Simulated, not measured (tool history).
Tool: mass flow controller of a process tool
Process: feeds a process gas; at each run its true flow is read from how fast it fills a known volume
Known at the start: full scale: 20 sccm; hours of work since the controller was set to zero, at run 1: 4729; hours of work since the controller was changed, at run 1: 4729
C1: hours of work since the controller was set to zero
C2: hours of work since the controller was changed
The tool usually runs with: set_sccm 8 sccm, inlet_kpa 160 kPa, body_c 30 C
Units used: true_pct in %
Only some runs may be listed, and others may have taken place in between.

Run 1, hour 0.0: usual settings; C1 4729; C2 4729. Result: true_pct 97.94 %.
Run 2, hour 290.3: usual settings but inlet_kpa 247 kPa; C1 4868; C2 4868. Result: true_pct 98.04 %.
Run 3, hour 525.6: usual settings but set_sccm 6 sccm; C1 4981; C2 4981. Result: true_pct 97.60 %.
Run 4, hour 943.4: usual settings but set_sccm 6 sccm; C1 5182; C2 5182. Result: true_pct 97.66 %.
Run 5, hour 1242.9: usual settings but set_sccm 6 sccm; C1 5325; C2 5325. Result: true_pct 97.52 %.
Run 6, hour 1454.3: usual settings but set_sccm 11 sccm; C1 5427; C2 5427. Result: true_pct 98.28 %.
Run 7, hour 1717.9: usual settings but inlet_kpa 200 kPa, body_c 36 C; C1 5553; C2 5553. Result: true_pct 97.39 %.
Run 8, hour 2118.7: usual settings but set_sccm 3 sccm; C1 5746; C2 5746. Result: true_pct 97.23 %.
At hour 2359.0: controller's zero set anew.
Run 9, hour 2480.0: usual settings but set_sccm 3 sccm; C1 58; C2 5919. Result: true_pct 97.16 %.
Run 10, hour 2712.0: usual settings but set_sccm 11 sccm; C1 169; C2 6030. Result: true_pct 98.34 %.
Run 11, hour 3000.8: usual settings but set_sccm 2 sccm; C1 308; C2 6169. Result: true_pct 96.92 %.

Each row is a separate what-if for the run after 11, all from the same tool condition, not one after another. Results?
Run A, hour 3294.7: usual settings but set_sccm 4 sccm, inlet_kpa 262 kPa, body_c 26 C; C1 449; C2 6310. Result: true_pct ?.
Run B, hour 3294.7: usual settings but inlet_kpa 155 kPa; C1 449; C2 6310. Result: true_pct ?.
Run C, hour 3294.7: usual settings but set_sccm 14 sccm, inlet_kpa 232 kPa, body_c 20 C; C1 449; C2 6310. Result: true_pct ?.

run  true_pct
  A     97.71
  B     97.83
  C     99.57
Stripped of hidden state, with their random variation kept, the same runs would have yielded:
run  true_pct
  A     97.72
  B     97.84
  C     99.58
